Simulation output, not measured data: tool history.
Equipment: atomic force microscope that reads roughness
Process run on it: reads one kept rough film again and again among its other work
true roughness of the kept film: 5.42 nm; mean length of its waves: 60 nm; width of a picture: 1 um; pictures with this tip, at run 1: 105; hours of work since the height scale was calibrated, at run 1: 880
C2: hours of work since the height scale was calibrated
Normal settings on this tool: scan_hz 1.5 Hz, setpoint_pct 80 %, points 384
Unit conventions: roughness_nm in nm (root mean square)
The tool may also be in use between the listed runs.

run 1 day=0 | scan_hz=1.5 setpoint_pct=80 points=384 | pictures_with_this_tip=105 C2=880 | roughness_nm=4.649
-- day=1.342 new tip fitted
run 2 day=1.479 | scan_hz=1.5 setpoint_pct=80 points=384 | pictures_with_this_tip=3 C2=900 | roughness_nm=4.895
run 3 day=3.846 | scan_hz=3.08 setpoint_pct=80 points=384 | pictures_with_this_tip=62 C2=931 | roughness_nm=4.546
run 4 day=6.104 | scan_hz=1.67 setpoint_pct=80 points=384 | pictures_with_this_tip=117 C2=961 | roughness_nm=4.632
-- day=6.979 new tip fitted
run 5 day=7.854 | scan_hz=1.67 setpoint_pct=80 points=384 | pictures_with_this_tip=22 C2=984 | roughness_nm=4.847
run 6 day=9.358 | scan_hz=1.5 setpoint_pct=80 points=384 | pictures_with_this_tip=59 C2=1004 | roughness_nm=4.825
run 7 day=11.838 | scan_hz=1.5 setpoint_pct=80 points=986 | pictures_with_this_tip=120 C2=1037 | roughness_nm=4.686
-- day=12.733 new tip fitted
run 8 day=14.404 | scan_hz=0.53 setpoint_pct=80 points=384 | pictures_with_this_tip=41 C2=1071 | roughness_nm=5.019
run 9 day=17.196 | scan_hz=0.53 setpoint_pct=80 points=384 | pictures_with_this_tip=110 C2=1108 | roughness_nm=4.794
-- day=18.354 new tip fitted
run 10 day=19.971 | scan_hz=0.53 setpoint_pct=80 points=384 | pictures_with_this_tip=39 C2=1144 | roughness_nm=4.971
run 11 day=22.308 | scan_hz=1.5 setpoint_pct=80 points=384 | pictures_with_this_tip=97 C2=1176 | roughness_nm=4.698
run 12 day=23.612 | scan_hz=1.5 setpoint_pct=80 points=384 | pictures_with_this_tip=129 C2=1193 | roughness_nm=4.648
-- day=23.975 new tip fitted
run 13 day=25.05 | scan_hz=1.5 setpoint_pct=80 points=384 | pictures_with_this_tip=26 C2=1212 | roughness_nm=4.897
run 14 day=27.2 | scan_hz=1.5 setpoint_pct=80 points=384 | pictures_with_this_tip=79 C2=1240 | roughness_nm=4.731
-- day=29.683 new tip fitted
run 15 day=29.683 | scan_hz=1.5 setpoint_pct=80 points=384 | pictures_with_this_tip=0 C2=1273 | roughness_nm=4.982
run 16 day=31.433 | scan_hz=1.5 setpoint_pct=80 points=384 | pictures_with_this_tip=43 C2=1296 | roughness_nm=4.901
run 17 day=33.233 | scan_hz=1.5 setpoint_pct=80 points=272 | pictures_with_this_tip=87 C2=1320 | roughness_nm=4.738
run 18 day=34.542 | scan_hz=1.5 setpoint_pct=80 points=384 | pictures_with_this_tip=119 C2=1338 | roughness_nm=4.684
-- day=35.288 new tip fitted
run 19 day=36.404 | scan_hz=1.5 setpoint_pct=80 points=384 | pictures_with_this_tip=28 C2=1362 | roughness_nm=4.85
run 20 day=38.638 | scan_hz=1.5 setpoint_pct=77 points=384 | pictures_with_this_tip=83 C2=1392 | roughness_nm=4.803
-- day=40.925 new tip fitted
-- day=40.967 height scale calibrated on a step standard
run 21 day=41.475 | scan_hz=1.5 setpoint_pct=87 points=384 | pictures_with_this_tip=12 C2=7 | roughness_nm=4.732
run 22 day=43.642 | scan_hz=1.5 setpoint_pct=87 points=384 | pictures_with_this_tip=66 C2=36 | roughness_nm=4.62
run 23 day=45.458 | scan_hz=0.72 setpoint_pct=65 points=384 | pictures_with_this_tip=110 C2=60 | roughness_nm=4.764
-- day=46.638 new tip fitted
run 24 day=47.321 | scan_hz=1.5 setpoint_pct=80 points=932 | pictures_with_this_tip=17 C2=84 | roughness_nm=4.802
run 25 day=49.988 | scan_hz=1.5 setpoint_pct=80 points=932 | pictures_with_this_tip=82 C2=120 | roughness_nm=4.69
run 26 day=51.571 | scan_hz=1.5 setpoint_pct=80 points=932 | pictures_with_this_tip=121 C2=141 | roughness_nm=4.587
-- day=52.292 new tip fitted
run 27 day=53.004 | scan_hz=1.5 setpoint_pct=80 points=932 | pictures_with_this_tip=17 C2=159 | roughness_nm=4.842
run 28 day=54.375 | scan_hz=0.62 setpoint_pct=80 points=733 | pictures_with_this_tip=51 C2=178 | roughness_nm=4.895
run 29 day=56.733 | scan_hz=0.62 setpoint_pct=80 points=733 | pictures_with_this_tip=109 C2=209 | roughness_nm=4.701
-- day=57.933 new tip fitted
run 30 day=59.179 | scan_hz=2.17 setpoint_pct=62 points=330 | pictures_with_this_tip=31 C2=241 | roughness_nm=4.902
run 31 day=61.133 | scan_hz=1.5 setpoint_pct=76 points=519 | pictures_with_this_tip=79 C2=267 | roughness_nm=4.698
-- day=63.588 new tip fitted
run 32 day=63.846 | scan_hz=3.33 setpoint_pct=73 points=519 | pictures_with_this_tip=6 C2=303 | roughness_nm=4.72
run 33 day=65.683 | scan_hz=3.08 setpoint_pct=86 points=445 | pictures_with_this_tip=51 C2=327 | roughness_nm=4.362
run 34 day=67.612 | scan_hz=1.98 setpoint_pct=80 points=418 | pictures_with_this_tip=99 C2=353 | roughness_nm=4.529
-- day=69.238 new tip fitted
run 35 day=70.054 | scan_hz=1.98 setpoint_pct=80 points=418 | pictures_with_this_tip=20 C2=385 | roughness_nm=4.783

Per-run results on a tool with no hidden state, each run keeping its own random variation:
Hidden state at play: radius of the tip, nm; height scale over the true one, %; drift of the gauge itself on roughness_nm, %.
run=1 roughness_nm=4.851
run=2 roughness_nm=4.839
run=3 roughness_nm=4.622
run=4 roughness_nm=4.837
run=5 roughness_nm=4.813
run=6 roughness_nm=4.883
run=7 roughness_nm=4.897
run=8 roughness_nm=5.02
run=9 roughness_nm=4.978
run=10 roughness_nm=4.991
run=11 roughness_nm=4.855
run=12 roughness_nm=4.87
run=13 roughness_nm=4.875
run=14 roughness_nm=4.844
run=15 roughness_nm=4.863
run=16 roughness_nm=4.895
run=17 roughness_nm=4.84
run=18 roughness_nm=4.863
run=19 roughness_nm=4.817
run=20 roughness_nm=4.899
run=21 roughness_nm=4.782
run=22 roughness_nm=4.803
run=23 roughness_nm=5.062
run=24 roughness_nm=4.846
run=25 roughness_nm=4.895
run=26 roughness_nm=4.877
run=27 roughness_nm=4.884
run=28 roughness_nm=5.023
run=29 roughness_nm=4.979
run=30 roughness_nm=4.98
run=31 roughness_nm=4.887
run=32 roughness_nm=4.726
run=33 roughness_nm=4.473
run=34 roughness_nm=4.758
run=35 roughness_nm=4.814
